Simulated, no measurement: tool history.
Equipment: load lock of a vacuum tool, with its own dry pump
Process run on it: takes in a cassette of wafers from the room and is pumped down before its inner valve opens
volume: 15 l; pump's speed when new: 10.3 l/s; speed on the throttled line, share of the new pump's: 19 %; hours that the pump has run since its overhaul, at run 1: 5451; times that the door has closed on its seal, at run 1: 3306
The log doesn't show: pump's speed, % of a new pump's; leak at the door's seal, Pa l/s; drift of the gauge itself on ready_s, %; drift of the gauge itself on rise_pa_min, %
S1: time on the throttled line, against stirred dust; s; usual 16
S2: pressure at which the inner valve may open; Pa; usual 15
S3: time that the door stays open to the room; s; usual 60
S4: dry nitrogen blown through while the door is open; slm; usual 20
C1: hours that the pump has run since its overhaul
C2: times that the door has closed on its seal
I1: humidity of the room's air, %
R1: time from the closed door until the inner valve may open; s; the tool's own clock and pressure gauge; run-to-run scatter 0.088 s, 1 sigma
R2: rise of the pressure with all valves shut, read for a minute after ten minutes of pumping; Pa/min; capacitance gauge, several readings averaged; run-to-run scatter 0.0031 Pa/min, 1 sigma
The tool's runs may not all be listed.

{"run": 1, "hour": 0.0, "S1": 16, "S2": 15, "S3": 60, "S4": 20, "C1": 5451, "C2": 3306, "I1": 45.1, "R1": 26.35, "R2": 0.078}
{"run": 2, "hour": 98.9, "S1": 16, "S2": 15, "S3": 60, "S4": 20, "C1": 5550, "C2": 3542, "I1": 46.1, "R1": 26.41, "R2": 0.074}
{"run": 3, "hour": 206.6, "S1": 16, "S2": 15, "S3": 60, "S4": 20, "C1": 5657, "C2": 3798, "I1": 44.3, "R1": 26.37, "R2": 0.071}
{"run": 4, "hour": 291.2, "S1": 16, "S2": 15, "S3": 60, "S4": 20, "C1": 5742, "C2": 3999, "I1": 47.1, "R1": 26.53, "R2": 0.08}
{"run": 5, "hour": 423.0, "S1": 16, "S2": 15, "S3": 60, "S4": 20, "C1": 5874, "C2": 4313, "I1": 45.6, "R1": 26.52, "R2": 0.082}
{"run": 6, "hour": 542.4, "S1": 16, "S2": 15, "S3": 172, "S4": 20, "C1": 5993, "C2": 4597, "I1": 42.0, "R1": 26.59, "R2": 0.135}
{"run": 7, "hour": 657.1, "S1": 16, "S2": 15, "S3": 172, "S4": 20, "C1": 6108, "C2": 4870, "I1": 49.7, "R1": 26.47, "R2": 0.149}
{"run": 8, "hour": 753.7, "S1": 16, "S2": 11, "S3": 60, "S4": 20, "C1": 6204, "C2": 5100, "I1": 42.5, "R1": 27.13, "R2": 0.077}
{"run": 9, "hour": 876.9, "S1": 29, "S2": 11, "S3": 60, "S4": 20, "C1": 6328, "C2": 5393, "I1": 43.5, "R1": 37.27, "R2": 0.077}
{"run": 10, "hour": 991.0, "S1": 29, "S2": 11, "S3": 60, "S4": 20, "C1": 6442, "C2": 5664, "I1": 44.3, "R1": 37.33, "R2": 0.079}
{"run": 11, "hour": 1085.8, "S1": 29, "S2": 11, "S3": 60, "S4": 20, "C1": 6537, "C2": 5890, "I1": 47.2, "R1": 37.24, "R2": 0.079}
{"run": 12, "hour": 1215.7, "S1": 16, "S2": 15, "S3": 60, "S4": 45, "C1": 6666, "C2": 6199, "I1": 43.0, "R1": 26.69, "R2": 0.055}
{"run": 13, "hour": 1318.0, "S1": 16, "S2": 15, "S3": 60, "S4": 45, "C1": 6769, "C2": 6442, "I1": 49.0, "R1": 26.48, "R2": 0.06}
{"run": 14, "hour": 1451.4, "S1": 16, "S2": 15, "S3": 60, "S4": 45, "C1": 6902, "C2": 6760, "I1": 46.9, "R1": 26.49, "R2": 0.064}
{"run": 15, "hour": 1538.0, "S1": 16, "S2": 15, "S3": 60, "S4": 45, "C1": 6989, "C2": 6966, "I1": 46.2, "R1": 26.7, "R2": 0.069}
{"run": 16, "hour": 1632.4, "S1": 16, "S2": 19, "S3": 60, "S4": 20, "C1": 7083, "C2": 7191, "I1": 47.4, "R1": 26.27, "R2": 0.089}
{"run": 17, "hour": 1727.3, "S1": 16, "S2": 19, "S3": 60, "S4": 20, "C1": 7178, "C2": 7416, "I1": 45.4, "R1": 26.32, "R2": 0.085}
{"run": 18, "hour": 1862.4, "S1": 16, "S2": 19, "S3": 60, "S4": 20, "C1": 7313, "C2": 7738, "I1": 44.1, "R1": 26.24, "R2": 0.086}
{"run": 19, "hour": 1972.6, "S1": 16, "S2": 18, "S3": 118, "S4": 20, "C1": 7423, "C2": 8000, "I1": 44.9, "R1": 26.32, "R2": 0.118}
{"run": 20, "hour": 2038.8, "S1": 16, "S2": 18, "S3": 95, "S4": 10, "C1": 7490, "C2": 8158, "I1": 45.2, "R1": 26.55, "R2": 0.137}
{"run": 21, "hour": 2162.2, "S1": 21, "S2": 15, "S3": 60, "S4": 20, "C1": 7613, "C2": 8451, "I1": 41.6, "R1": 30.62, "R2": 0.077}
{"run": 22, "hour": 2270.9, "S1": 21, "S2": 15, "S3": 60, "S4": 20, "C1": 7722, "C2": 8710, "I1": 42.7, "R1": 30.69, "R2": 0.084}
{"run": 23, "hour": 2353.4, "S1": 21, "S2": 15, "S3": 60, "S4": 20, "C1": 7804, "C2": 8906, "I1": 47.5, "R1": 30.75, "R2": 0.089}

For each run, the measured value with the value that run would have given without the tool's hidden condition subtracted. The run-to-run variation is shared by both, the gauge scatter possibly not:
run=1 R1=+0.61 R2=+0.004
run=2 R1=+0.63 R2=+0.005
run=3 R1=+0.64 R2=+0.005
run=4 R1=+0.65 R2=+0.005
run=5 R1=+0.66 R2=+0.006
run=6 R1=+0.71 R2=+0.006
run=7 R1=+0.70 R2=+0.007
run=8 R1=+0.78 R2=+0.008
run=9 R1=+0.57 R2=+0.008
run=10 R1=+0.59 R2=+0.009
run=11 R1=+0.60 R2=+0.009
run=12 R1=+0.77 R2=+0.010
run=13 R1=+0.78 R2=+0.011
run=14 R1=+0.80 R2=+0.011
run=15 R1=+0.81 R2=+0.012
run=16 R1=+0.80 R2=+0.013
run=17 R1=+0.81 R2=+0.014
run=18 R1=+0.83 R2=+0.014
run=19 R1=+0.85 R2=+0.015
run=20 R1=+0.85 R2=+0.016
run=21 R1=+0.81 R2=+0.016
run=22 R1=+0.82 R2=+0.017
run=23 R1=+0.83 R2=+0.017
